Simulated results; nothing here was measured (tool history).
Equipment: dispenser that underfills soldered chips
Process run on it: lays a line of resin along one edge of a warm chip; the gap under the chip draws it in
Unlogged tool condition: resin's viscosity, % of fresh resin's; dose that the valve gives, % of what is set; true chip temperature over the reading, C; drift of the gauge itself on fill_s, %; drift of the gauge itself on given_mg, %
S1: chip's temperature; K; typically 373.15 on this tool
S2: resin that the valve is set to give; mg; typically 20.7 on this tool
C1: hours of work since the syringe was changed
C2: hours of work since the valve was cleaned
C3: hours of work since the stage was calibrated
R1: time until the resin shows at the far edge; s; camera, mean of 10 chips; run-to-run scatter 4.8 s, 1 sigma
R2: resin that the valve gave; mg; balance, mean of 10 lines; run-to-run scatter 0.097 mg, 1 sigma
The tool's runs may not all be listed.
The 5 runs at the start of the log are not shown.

run,hour,S1,S2,C1,C2,C3,R1,R2
# hour 34.9: new syringe of resin
6,37.1,364.15,20.7,2,93,81,756.8,19.5
# hour 44.8: new syringe of resin
7,46.6,382.15,20.7,1,100,88,347.3,19.41
# hour 54: new syringe of resin
8,54,382.15,20.7,0,106,93,345.2,19.2
9,61.7,384.15,20.7,6,112,99,376.4,19.12
# hour 64: new syringe of resin
10,70.9,365.15,20.7,5,118,106,814,19
# hour 73.7: new syringe of resin
11,80.8,361.15,20.7,5,126,113,975.7,19.02
# hour 83.2: new syringe of resin
12,86.9,360.15,20.7,3,130,118,910.9,18.86
# hour 93: new syringe of resin
13,94.4,360.15,20.7,1,136,123,877.2,18.83
14,100.9,360.15,20.7,6,140,128,1033.6,18.58
# hour 102.6: new syringe of resin
15,109.5,373.15,20.7,5,147,134,579.1,18.74
# hour 112: new syringe of resin
# hour 113: dispensing valve cleaned and set on the balance
16,119,373.15,21.9,5,5,140,543,21.84
# hour 122.3: new syringe of resin
17,125.2,373.15,18.2,2,9,145,535.6,18.23
# hour 131.9: new syringe of resin
18,133.2,380.15,18.2,1,15,151,390.7,17.94
# hour 141.8: new syringe of resin
19,144,380.15,18.2,2,23,159,393.3,17.93
20,150.2,380.15,18.2,6,28,163,460.5,17.82
# hour 152: new syringe of resin
21,157.3,380.15,18.2,4,33,169,432.3,17.8
# hour 161.5: new syringe of resin
22,163.7,383.15,20.7,2,37,173,347,20.21
# hour 171.3: new syringe of resin
23,172.9,379.15,22.1,1,44,180,394.2,21.59
24,178.7,379.15,22.1,6,48,184,451.7,21.3
# hour 181.3: new syringe of resin
25,187.3,374.15,20.8,5,55,191,545.2,20.15
# hour 191.2: new syringe of resin
26,197,380.15,22.6,4,62,198,420.6,21.64

Estimate the outcome of run 27 from the log above:
# hour 200.9: new syringe of resin
27,205,382.15,23,3,68,204,?,?

{"run 27": {"R1": 366.6, "R2": 22}}
With the hidden condition absent and the run-to-run variation left alone, this run would have shown R1 324.9 s, R2 23.02 mg.
